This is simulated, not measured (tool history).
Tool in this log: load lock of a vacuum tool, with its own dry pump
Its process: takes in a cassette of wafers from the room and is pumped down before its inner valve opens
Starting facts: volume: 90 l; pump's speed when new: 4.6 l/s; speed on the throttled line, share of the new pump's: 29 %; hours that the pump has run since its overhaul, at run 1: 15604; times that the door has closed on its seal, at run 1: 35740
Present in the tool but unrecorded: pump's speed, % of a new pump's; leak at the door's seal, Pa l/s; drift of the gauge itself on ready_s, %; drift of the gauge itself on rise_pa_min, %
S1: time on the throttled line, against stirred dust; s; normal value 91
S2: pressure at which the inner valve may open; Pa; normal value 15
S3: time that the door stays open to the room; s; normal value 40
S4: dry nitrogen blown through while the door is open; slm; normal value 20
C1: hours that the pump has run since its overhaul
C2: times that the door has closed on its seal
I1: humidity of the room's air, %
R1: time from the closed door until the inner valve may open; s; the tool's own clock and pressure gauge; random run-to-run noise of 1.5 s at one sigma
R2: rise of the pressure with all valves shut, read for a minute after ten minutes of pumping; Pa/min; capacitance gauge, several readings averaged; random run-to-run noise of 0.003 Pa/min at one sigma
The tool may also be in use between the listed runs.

{"run": 1, "day": 0.0, "S1": 91, "S2": 15, "S3": 40, "S4": 20, "C1": 15604, "C2": 35740, "I1": 44.5, "R1": 281.0, "R2": 0.045}
{"run": 2, "day": 8.746, "S1": 91, "S2": 15, "S3": 40, "S4": 20, "C1": 15814, "C2": 36340, "I1": 49.7, "R1": 283.8, "R2": 0.06}
{"run": 3, "day": 22.179, "S1": 91, "S2": 15, "S3": 40, "S4": 20, "C1": 16136, "C2": 37262, "I1": 46.9, "R1": 284.3, "R2": 0.056}
{"run": 4, "day": 35.65, "S1": 91, "S2": 15, "S3": 40, "S4": 20, "C1": 16459, "C2": 38185, "I1": 44.5, "R1": 285.2, "R2": 0.063}
{"day": 38.771, "done": "dry pump taken out, an overhauled one fitted"}
{"run": 5, "day": 44.425, "S1": 91, "S2": 11, "S3": 40, "S4": 20, "C1": 136, "C2": 38770, "I1": 46.3, "R1": 241.5, "R2": 0.061}
{"run": 6, "day": 53.533, "S1": 91, "S2": 11, "S3": 40, "S4": 25, "C1": 354, "C2": 39395, "I1": 44.1, "R1": 242.1, "R2": 0.058}
{"run": 7, "day": 62.075, "S1": 91, "S2": 11, "S3": 40, "S4": 25, "C1": 559, "C2": 39981, "I1": 44.3, "R1": 245.6, "R2": 0.062}
{"run": 8, "day": 71.621, "S1": 91, "S2": 11, "S3": 40, "S4": 25, "C1": 788, "C2": 40635, "I1": 43.6, "R1": 246.5, "R2": 0.06}
{"run": 9, "day": 83.433, "S1": 91, "S2": 11, "S3": 40, "S4": 25, "C1": 1072, "C2": 41445, "I1": 49.5, "R1": 245.0, "R2": 0.061}
{"run": 10, "day": 98.608, "S1": 91, "S2": 11, "S3": 40, "S4": 25, "C1": 1436, "C2": 42486, "I1": 45.8, "R1": 246.5, "R2": 0.065}
{"run": 11, "day": 108.042, "S1": 91, "S2": 15, "S3": 103, "S4": 20, "C1": 1662, "C2": 43133, "I1": 47.1, "R1": 236.7, "R2": 0.073}
{"run": 12, "day": 117.433, "S1": 91, "S2": 15, "S3": 40, "S4": 20, "C1": 1888, "C2": 43777, "I1": 46.3, "R1": 241.9, "R2": 0.068}
{"run": 13, "day": 129.321, "S1": 91, "S2": 15, "S3": 40, "S4": 20, "C1": 2173, "C2": 44592, "I1": 44.0, "R1": 240.5, "R2": 0.072}
{"run": 14, "day": 143.933, "S1": 67, "S2": 15, "S3": 40, "S4": 20, "C1": 2524, "C2": 45594, "I1": 46.4, "R1": 225.7, "R2": 0.076}
{"run": 15, "day": 157.475, "S1": 67, "S2": 15, "S3": 40, "S4": 20, "C1": 2849, "C2": 46523, "I1": 44.9, "R1": 227.6, "R2": 0.077}
{"run": 16, "day": 171.592, "S1": 91, "S2": 15, "S3": 63, "S4": 20, "C1": 3188, "C2": 47491, "I1": 42.3, "R1": 246.0, "R2": 0.08}
{"run": 17, "day": 182.171, "S1": 91, "S2": 15, "S3": 63, "S4": 20, "C1": 3442, "C2": 48217, "I1": 46.8, "R1": 247.2, "R2": 0.08}
{"run": 18, "day": 194.025, "S1": 91, "S2": 15, "S3": 63, "S4": 20, "C1": 3726, "C2": 49030, "I1": 46.3, "R1": 244.2, "R2": 0.078}
{"run": 19, "day": 206.896, "S1": 91, "S2": 15, "S3": 40, "S4": 20, "C1": 4035, "C2": 49912, "I1": 45.7, "R1": 245.4, "R2": 0.083}
{"run": 20, "day": 218.438, "S1": 91, "S2": 15, "S3": 40, "S4": 20, "C1": 4312, "C2": 50704, "I1": 42.5, "R1": 247.2, "R2": 0.085}
{"run": 21, "day": 228.362, "S1": 129, "S2": 17, "S3": 40, "S4": 20, "C1": 4550, "C2": 51385, "I1": 43.5, "R1": 269.9, "R2": 0.081}
{"run": 22, "day": 238.558, "S1": 91, "S2": 22, "S3": 40, "S4": 20, "C1": 4795, "C2": 52084, "I1": 45.3, "R1": 239.5, "R2": 0.096}
{"run": 23, "day": 246.971, "S1": 91, "S2": 22, "S3": 40, "S4": 20, "C1": 4997, "C2": 52661, "I1": 42.6, "R1": 239.6, "R2": 0.091}
{"run": 24, "day": 256.579, "S1": 58, "S2": 15, "S3": 40, "S4": 20, "C1": 5227, "C2": 53320, "I1": 42.1, "R1": 223.9, "R2": 0.09}
{"run": 25, "day": 268.5, "S1": 47, "S2": 15, "S3": 40, "S4": 20, "C1": 5513, "C2": 54137, "I1": 41.9, "R1": 219.8, "R2": 0.091}
{"run": 26, "day": 279.475, "S1": 142, "S2": 15, "S3": 40, "S4": 4, "C1": 5777, "C2": 54890, "I1": 45.8, "R1": 286.3, "R2": 0.114}
{"run": 27, "day": 288.229, "S1": 91, "S2": 14, "S3": 40, "S4": 20, "C1": 5987, "C2": 55490, "I1": 44.9, "R1": 253.7, "R2": 0.09}

Estimate the outcome of run 28 from the log above:
{"run": 28, "day": 303.488, "S1": 49, "S2": 20, "S3": 95, "S4": 10, "C1": 6353, "C2": 56537, "I1": 44.7, "R1": "?", "R2": "?"}

Run 28 measured R1 217.0 s, R2 0.109 Pa/min.
With no hidden state in the tool, this same run would have given R1 203.7 s, R2 0.024 Pa/min.
